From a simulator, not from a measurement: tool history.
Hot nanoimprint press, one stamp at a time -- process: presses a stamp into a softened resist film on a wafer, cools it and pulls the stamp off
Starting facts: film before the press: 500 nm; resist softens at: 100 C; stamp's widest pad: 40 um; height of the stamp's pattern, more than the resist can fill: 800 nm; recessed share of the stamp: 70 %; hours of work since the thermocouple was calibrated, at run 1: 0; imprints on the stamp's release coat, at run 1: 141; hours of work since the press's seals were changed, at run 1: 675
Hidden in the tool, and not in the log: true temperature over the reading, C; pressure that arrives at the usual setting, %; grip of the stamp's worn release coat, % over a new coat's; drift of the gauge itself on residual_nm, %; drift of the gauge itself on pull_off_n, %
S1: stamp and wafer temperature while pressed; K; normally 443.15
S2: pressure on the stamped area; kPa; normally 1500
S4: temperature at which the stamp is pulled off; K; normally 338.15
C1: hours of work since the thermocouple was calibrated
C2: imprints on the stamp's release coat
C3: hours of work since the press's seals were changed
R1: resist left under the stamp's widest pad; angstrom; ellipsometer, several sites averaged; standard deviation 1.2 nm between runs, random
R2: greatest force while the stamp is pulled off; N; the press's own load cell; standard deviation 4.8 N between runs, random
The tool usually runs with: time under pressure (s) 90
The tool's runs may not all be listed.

run 1 hour=0.0 | S1=443.15 S2=1500 time_under_pressure_(s)=90 S4=338.15 | C1=0 C2=141 C3=675 | R1=2465 R2=238
run 2 hour=28.9 | S1=443.15 S2=1500 time_under_pressure_(s)=90 S4=338.15 | C1=19 C2=267 C3=693 | R1=2461 R2=238
run 3 hour=59.6 | S1=443.15 S2=1500 time_under_pressure_(s)=90 S4=338.15 | C1=39 C2=400 C3=713 | R1=2454 R2=238
run 4 hour=101.6 | S1=443.15 S2=1500 time_under_pressure_(s)=90 S4=338.15 | C1=66 C2=582 C3=741 | R1=2448 R2=234
run 5 hour=150.5 | S1=443.15 S2=1500 time_under_pressure_(s)=90 S4=325.15 | C1=98 C2=794 C3=772 | R1=2456 R2=288
run 6 hour=191.0 | S1=443.15 S2=1500 time_under_pressure_(s)=90 S4=338.15 | C1=124 C2=970 C3=799 | R1=2501 R2=241
run 7 hour=227.0 | S1=447.15 S2=1500 time_under_pressure_(s)=90 S4=338.15 | C1=148 C2=1126 C3=822 | R1=2012 R2=238
-- hour=236.1 stamp cleaned and given a new release coat
run 8 hour=262.6 | S1=435.15 S2=1500 time_under_pressure_(s)=56 S4=333.15 | C1=167 C2=115 C3=841 | R1=3932 R2=251
run 9 hour=299.4 | S1=436.15 S2=1500 time_under_pressure_(s)=82 S4=338.15 | C1=191 C2=274 C3=865 | R1=3511 R2=238
run 10 hour=361.8 | S1=436.15 S2=1740 time_under_pressure_(s)=147 S4=329.15 | C1=231 C2=545 C3=906 | R1=2831 R2=274
-- hour=418.6 plate thermocouple calibrated
run 11 hour=418.6 | S1=443.15 S2=1990 time_under_pressure_(s)=90 S4=341.15 | C1=0 C2=778 C3=941 | R1=2223 R2=213

Branching from run 11: 3 alternative next runs. What would each branch give?
run A hour=459.7 | S1=450.15 S2=1910 time_under_pressure_(s)=85 S4=341.15 | C1=27 C2=957 C3=968 | R1=? R2=?
run B hour=459.7 | S1=439.15 S2=1500 time_under_pressure_(s)=90 S4=338.15 | C1=27 C2=957 C3=968 | R1=? R2=?
run C hour=459.7 | S1=441.15 S2=930 time_under_pressure_(s)=90 S4=328.15 | C1=27 C2=957 C3=968 | R1=? R2=?

run=A R1=1576 R2=235
run=B R1=3004 R2=233
run=C R1=3216 R2=280
What these runs would have given with no unlogged condition in the tool:
run=A R1=1567 R2=232
run=B R1=2987 R2=230
run=C R1=3199 R2=277
